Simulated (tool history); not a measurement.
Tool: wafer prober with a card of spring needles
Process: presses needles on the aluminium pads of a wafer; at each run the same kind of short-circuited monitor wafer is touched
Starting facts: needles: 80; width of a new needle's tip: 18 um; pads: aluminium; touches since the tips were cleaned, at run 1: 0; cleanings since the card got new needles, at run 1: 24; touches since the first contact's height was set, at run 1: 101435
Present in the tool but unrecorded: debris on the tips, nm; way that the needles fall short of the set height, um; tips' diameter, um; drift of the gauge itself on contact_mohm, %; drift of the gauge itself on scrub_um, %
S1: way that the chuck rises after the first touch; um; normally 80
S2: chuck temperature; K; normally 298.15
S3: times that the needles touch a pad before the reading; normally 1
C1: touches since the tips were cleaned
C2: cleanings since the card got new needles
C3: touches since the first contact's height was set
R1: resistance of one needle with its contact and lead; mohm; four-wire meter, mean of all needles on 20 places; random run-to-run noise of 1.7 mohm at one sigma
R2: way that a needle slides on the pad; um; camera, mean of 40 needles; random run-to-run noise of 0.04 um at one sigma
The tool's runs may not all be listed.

{"run": 1, "day": 0.0, "S1": 80, "S2": 298.15, "S3": 1, "C1": 0, "C2": 24, "C3": 101435, "R1": 186, "R2": 20.99}
{"day": 0.283, "done": "tips cleaned on abrasive film"}
{"run": 2, "day": 0.346, "S1": 80, "S2": 298.15, "S3": 1, "C1": 799, "C2": 25, "C3": 105925, "R1": 270, "R2": 20.81}
{"day": 0.571, "done": "tips cleaned on abrasive film"}
{"run": 3, "day": 0.804, "S1": 67, "S2": 298.15, "S3": 1, "C1": 3060, "C2": 26, "C3": 111940, "R1": 286, "R2": 17.34}
{"day": 0.854, "done": "tips cleaned on abrasive film"}
{"day": 1.029, "done": "tips cleaned on abrasive film, once more"}
{"run": 4, "day": 1.079, "S1": 80, "S2": 382.15, "S3": 1, "C1": 660, "C2": 28, "C3": 115476, "R1": 224, "R2": 20.78}
{"day": 1.338, "done": "tips cleaned on abrasive film"}
{"run": 5, "day": 1.4, "S1": 80, "S2": 314.15, "S3": 1, "C1": 812, "C2": 29, "C3": 119626, "R1": 217, "R2": 20.86}
{"day": 1.633, "done": "tips cleaned on abrasive film"}
{"run": 6, "day": 1.746, "S1": 80, "S2": 314.15, "S3": 1, "C1": 1482, "C2": 30, "C3": 124137, "R1": 235, "R2": 20.88}
{"day": 1.933, "done": "tips cleaned on abrasive film"}
{"run": 7, "day": 2.054, "S1": 80, "S2": 314.15, "S3": 1, "C1": 1562, "C2": 31, "C3": 128152, "R1": 235, "R2": 20.78}
{"day": 2.221, "done": "tips cleaned on abrasive film"}
{"day": 2.504, "done": "tips cleaned on abrasive film"}
{"run": 8, "day": 2.538, "S1": 80, "S2": 314.15, "S3": 1, "C1": 432, "C2": 33, "C3": 134436, "R1": 211, "R2": 20.8}
{"run": 9, "day": 2.762, "S1": 80, "S2": 298.15, "S3": 1, "C1": 3392, "C2": 33, "C3": 137396, "R1": 261, "R2": 20.71}
{"day": 2.796, "done": "tips cleaned on abrasive film"}
{"day": 3.083, "done": "tips cleaned on abrasive film"}
{"run": 10, "day": 3.142, "S1": 80, "S2": 298.15, "S3": 1, "C1": 777, "C2": 35, "C3": 142303, "R1": 212, "R2": 20.7}
{"day": 3.371, "done": "tips cleaned on abrasive film"}
{"run": 11, "day": 3.608, "S1": 80, "S2": 368.15, "S3": 1, "C1": 3152, "C2": 36, "C3": 148416, "R1": 267, "R2": 20.73}
{"day": 3.65, "done": "tips cleaned on abrasive film"}
{"day": 3.925, "done": "tips cleaned on abrasive film"}
{"run": 12, "day": 4.025, "S1": 80, "S2": 368.15, "S3": 1, "C1": 1322, "C2": 38, "C3": 153788, "R1": 237, "R2": 20.63}

What will run 13 give?
{"day": 4.225, "done": "tips cleaned on abrasive film"}
{"run": 13, "day": 4.379, "S1": 80, "S2": 368.15, "S3": 1, "C1": 2009, "C2": 39, "C3": 158419, "R1": "?", "R2": "?"}

Run 13 yielded R1 254 mohm, R2 20.77 um.
Were there no unlogged condition in the tool, this run, its random variation unchanged, would have produced R1 194 mohm, R2 21.44 um.

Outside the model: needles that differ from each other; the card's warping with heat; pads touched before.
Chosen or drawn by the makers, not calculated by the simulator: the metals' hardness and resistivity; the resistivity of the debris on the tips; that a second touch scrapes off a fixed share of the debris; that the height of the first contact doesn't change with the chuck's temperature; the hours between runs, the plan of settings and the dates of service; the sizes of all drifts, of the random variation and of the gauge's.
